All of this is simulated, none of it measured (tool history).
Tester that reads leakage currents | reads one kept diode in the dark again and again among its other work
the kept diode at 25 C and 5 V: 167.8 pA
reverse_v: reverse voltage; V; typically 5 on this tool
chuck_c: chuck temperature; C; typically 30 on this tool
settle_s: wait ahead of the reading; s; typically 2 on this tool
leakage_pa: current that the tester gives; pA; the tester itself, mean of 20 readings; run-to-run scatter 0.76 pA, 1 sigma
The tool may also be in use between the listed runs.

run,hour,reverse_v,chuck_c,settle_s,leakage_pa
1,0,5,30,2,248.94
2,128,5,30,2,248.01
3,198,5,30,2,247.58
4,278.4,5,30,2,246.51
5,366,5,30,2,246.57
6,441.1,5,30,2,245.56
7,549,5,30,2,244.8
8,661.2,5,30,2,243.62
9,796.8,5,30,2,242.24
10,903,5,30,2,241.34
# hour 912.8: tester calibrated
11,977.9,5,30,2,241.84
12,1070.2,5,30,2,241.74
13,1162.2,5,41,2,553.88
14,1259.8,4.8,30,2,234.85
15,1392.3,1.76,33,7.39,171.43
16,1516.2,1.76,41,0.98,317.55
17,1652,1.76,41,0.98,313.81
# hour 1726.2: tester calibrated, once more
18,1792.7,11.13,39,1.98,704.21
19,1940.5,15.17,30,0.66,431.82
20,2053.1,1.19,29,0.66,99.19
21,2198.4,6.12,50,2.72,1123.04
22,2332.7,2.66,49,2,671.77
# hour 2371.9: chuck's temperature calibrated
23,2417.1,3.32,57,1.64,1518.67
24,2553.3,3.32,57,1.64,1514.51
# hour 2568.6: probe card cleaned and baked
25,2623.6,3.32,57,1.64,1496.11

Here are 4 independent what-if runs from the current tool condition. What would each one return?
A,2718.8,3.32,57,0.78,?
B,2718.8,3.32,56,1.64,?
C,2718.8,5,35,2,?
D,2718.8,3.32,26,4.3,?

run,leakage_pa
A,1481.76
B,1385.29
C,371.83
D,145.57
What these runs would have given with no unlogged condition in the tool:
run,leakage_pa
A,1499.1
B,1401.6
C,376.48
D,147.39

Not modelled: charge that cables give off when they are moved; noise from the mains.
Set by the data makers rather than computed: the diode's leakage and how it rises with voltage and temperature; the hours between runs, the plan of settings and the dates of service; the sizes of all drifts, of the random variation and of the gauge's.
